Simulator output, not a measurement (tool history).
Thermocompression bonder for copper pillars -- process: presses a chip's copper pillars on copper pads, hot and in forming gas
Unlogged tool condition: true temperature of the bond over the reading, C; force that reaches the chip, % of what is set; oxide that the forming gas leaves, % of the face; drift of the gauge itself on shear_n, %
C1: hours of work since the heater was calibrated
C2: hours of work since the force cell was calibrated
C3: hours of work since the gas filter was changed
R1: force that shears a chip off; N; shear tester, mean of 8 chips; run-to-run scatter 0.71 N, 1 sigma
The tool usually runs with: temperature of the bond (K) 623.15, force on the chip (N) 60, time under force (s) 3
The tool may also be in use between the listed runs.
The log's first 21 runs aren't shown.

run 22 hour=385 | temperature_of_the_bond_(K)=602.15 force_on_the_chip_(N)=62 time_under_force_(s)=5 | C1=85 C2=404 C3=70 | R1=48.5
run 23 hour=408.9 | temperature_of_the_bond_(K)=602.15 force_on_the_chip_(N)=62 time_under_force_(s)=5 | C1=101 C2=420 C3=86 | R1=49.1
run 24 hour=427.8 | temperature_of_the_bond_(K)=602.15 force_on_the_chip_(N)=62 time_under_force_(s)=5 | C1=114 C2=432 C3=99 | R1=48.2
run 25 hour=439.8 | temperature_of_the_bond_(K)=646.15 force_on_the_chip_(N)=62 time_under_force_(s)=6 | C1=122 C2=440 C3=107 | R1=69.8
run 26 hour=455.1 | temperature_of_the_bond_(K)=635.15 force_on_the_chip_(N)=49 time_under_force_(s)=6 | C1=132 C2=451 C3=117 | R1=56.1
run 27 hour=472.1 | temperature_of_the_bond_(K)=623.15 force_on_the_chip_(N)=42 time_under_force_(s)=3 | C1=143 C2=462 C3=129 | R1=37.8
run 28 hour=490.5 | temperature_of_the_bond_(K)=638.15 force_on_the_chip_(N)=80 time_under_force_(s)=3 | C1=156 C2=474 C3=141 | R1=60
run 29 hour=513.5 | temperature_of_the_bond_(K)=623.15 force_on_the_chip_(N)=60 time_under_force_(s)=2 | C1=171 C2=490 C3=156 | R1=39.8
run 30 hour=535 | temperature_of_the_bond_(K)=623.15 force_on_the_chip_(N)=86 time_under_force_(s)=5 | C1=186 C2=504 C3=171 | R1=62.8
run 31 hour=549.1 | temperature_of_the_bond_(K)=623.15 force_on_the_chip_(N)=86 time_under_force_(s)=5 | C1=195 C2=514 C3=180 | R1=64.3
run 32 hour=574.3 | temperature_of_the_bond_(K)=597.15 force_on_the_chip_(N)=74 time_under_force_(s)=3 | C1=212 C2=531 C3=197 | R1=40.1
run 33 hour=600.6 | temperature_of_the_bond_(K)=597.15 force_on_the_chip_(N)=52 time_under_force_(s)=6 | C1=230 C2=548 C3=215 | R1=42.7
run 34 hour=624.6 | temperature_of_the_bond_(K)=597.15 force_on_the_chip_(N)=65 time_under_force_(s)=3 | C1=246 C2=564 C3=231 | R1=37.4
run 35 hour=636.3 | temperature_of_the_bond_(K)=597.15 force_on_the_chip_(N)=65 time_under_force_(s)=3 | C1=254 C2=572 C3=239 | R1=37.2
run 36 hour=656 | temperature_of_the_bond_(K)=615.15 force_on_the_chip_(N)=37 time_under_force_(s)=3 | C1=267 C2=585 C3=252 | R1=30.1
run 37 hour=674.2 | temperature_of_the_bond_(K)=615.15 force_on_the_chip_(N)=37 time_under_force_(s)=3 | C1=279 C2=598 C3=264 | R1=29.5
run 38 hour=698.1 | temperature_of_the_bond_(K)=597.15 force_on_the_chip_(N)=43 time_under_force_(s)=4 | C1=295 C2=614 C3=280 | R1=31.7
run 39 hour=719.1 | temperature_of_the_bond_(K)=623.15 force_on_the_chip_(N)=60 time_under_force_(s)=3 | C1=309 C2=628 C3=294 | R1=42

Each row is a separate what-if for the run after 39, all from the same tool condition, not one after another. Results?
run A hour=742.9 | temperature_of_the_bond_(K)=634.15 force_on_the_chip_(N)=76 time_under_force_(s)=2 | C1=325 C2=644 C3=310 | R1=?
run B hour=742.9 | temperature_of_the_bond_(K)=627.15 force_on_the_chip_(N)=39 time_under_force_(s)=3 | C1=325 C2=644 C3=310 | R1=?
run C hour=742.9 | temperature_of_the_bond_(K)=623.15 force_on_the_chip_(N)=60 time_under_force_(s)=3 | C1=325 C2=644 C3=310 | R1=?
run D hour=742.9 | temperature_of_the_bond_(K)=623.15 force_on_the_chip_(N)=60 time_under_force_(s)=3 | C1=325 C2=644 C3=310 | R1=?
run E hour=742.9 | temperature_of_the_bond_(K)=610.15 force_on_the_chip_(N)=77 time_under_force_(s)=3 | C1=325 C2=644 C3=310 | R1=?

run=A R1=45.1
run=B R1=33.3
run=C R1=42.8
run=D R1=41.5
run=E R1=42.9
Stripped of hidden state, with their random variation kept, the same runs would have yielded:
run=A R1=53.3
run=B R1=39.9
run=C R1=50.8
run=D R1=49.6
run=E R1=51.2
